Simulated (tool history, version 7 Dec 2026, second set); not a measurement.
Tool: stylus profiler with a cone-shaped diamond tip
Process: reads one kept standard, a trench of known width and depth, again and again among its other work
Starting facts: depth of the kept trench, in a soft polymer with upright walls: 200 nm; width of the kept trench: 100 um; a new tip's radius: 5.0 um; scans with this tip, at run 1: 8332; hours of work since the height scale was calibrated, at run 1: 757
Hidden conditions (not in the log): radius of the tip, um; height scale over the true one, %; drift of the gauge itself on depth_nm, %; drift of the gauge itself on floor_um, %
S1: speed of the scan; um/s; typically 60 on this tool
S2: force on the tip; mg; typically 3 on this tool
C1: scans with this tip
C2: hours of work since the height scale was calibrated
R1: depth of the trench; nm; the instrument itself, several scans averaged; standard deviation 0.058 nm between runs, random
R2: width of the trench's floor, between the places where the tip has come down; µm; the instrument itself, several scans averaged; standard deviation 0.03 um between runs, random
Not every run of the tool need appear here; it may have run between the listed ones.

run     day   S1    S2    C1   C2      R1     R2
  1       0   60     3  8332  757  201.77  96.89
  2   3.142   60  2.99  8947  813  201.74  96.91
  3   4.979   60  2.99  9308  846  201.92  96.91
  4   7.038  161     3  9711  882  201.93  96.39
      8.221  -- new tip fitted, height scale calibrated
  5   9.104   60  2.11   173   16  201.55   96.9
  6  11.758   60  2.11   693   63  201.51   96.9
  7  13.583   60  2.11  1051   95  201.36  96.89
  8  16.192   60  2.11  1562  142  201.48  96.84
  9  18.179   59     3  1952  177  201.84  96.92
 10  20.533   59     3  2414  219  201.81  96.92
 11  22.525   59  3.14  2804  255  201.88  97.01
 12    24.8   59  3.14  3250  295  201.94  96.91
 13  27.558   47     3  3791  344  201.82  97.02
 14  30.608   47     3  4388  399  201.82  96.98
 15  32.129   47     3  4686  426  201.89  96.97
 16  35.088   19  3.24  5266  478  201.89  97.08
 17    37.1  220  1.08  5661  514  201.04  95.62
 18  40.183  220  1.08  6265  569  200.94  95.54
 19  42.308   60  1.78  6681  607  201.28  96.89
 20  44.275   22  1.92  7067  642   201.5  97.03
 21  47.379   22  1.92  7675  697  201.45     97
 22  50.404  111  8.79  8268  751  203.81  96.92
 23  53.442  111  8.79  8864  805  203.87  96.89
 24  55.558  111  8.79  9279  843  203.81   96.9
 25  58.479  111  8.79  9851  895  203.81  96.92
     58.871  -- new tip fitted, height scale calibrated
 26   62.05   73  1.79   623   57  201.27  96.79
 27  64.258   73  1.79  1056   96  201.29  96.81

Below are 4 alternative next runs, each starting from the tool's condition after run 27. Predict each:
  A  67.808   73   7.3  1751  159   ?   ?
  B  67.808  163  3.37  1751  159   ?   ?
  C  67.808   73     3  1751  159   ?   ?
  D  67.808   17  6.72  1751  159   ?   ?

run      R1     R2
  A  203.43  97.02
  B  201.99  96.48
  C  201.76  96.83
  D  203.22  97.15
Without the tool's unlogged condition, the same runs would have read:
run      R1     R2
  A  203.43  97.02
  B  201.99  96.48
  C  201.76  96.83
  D  203.22  97.16

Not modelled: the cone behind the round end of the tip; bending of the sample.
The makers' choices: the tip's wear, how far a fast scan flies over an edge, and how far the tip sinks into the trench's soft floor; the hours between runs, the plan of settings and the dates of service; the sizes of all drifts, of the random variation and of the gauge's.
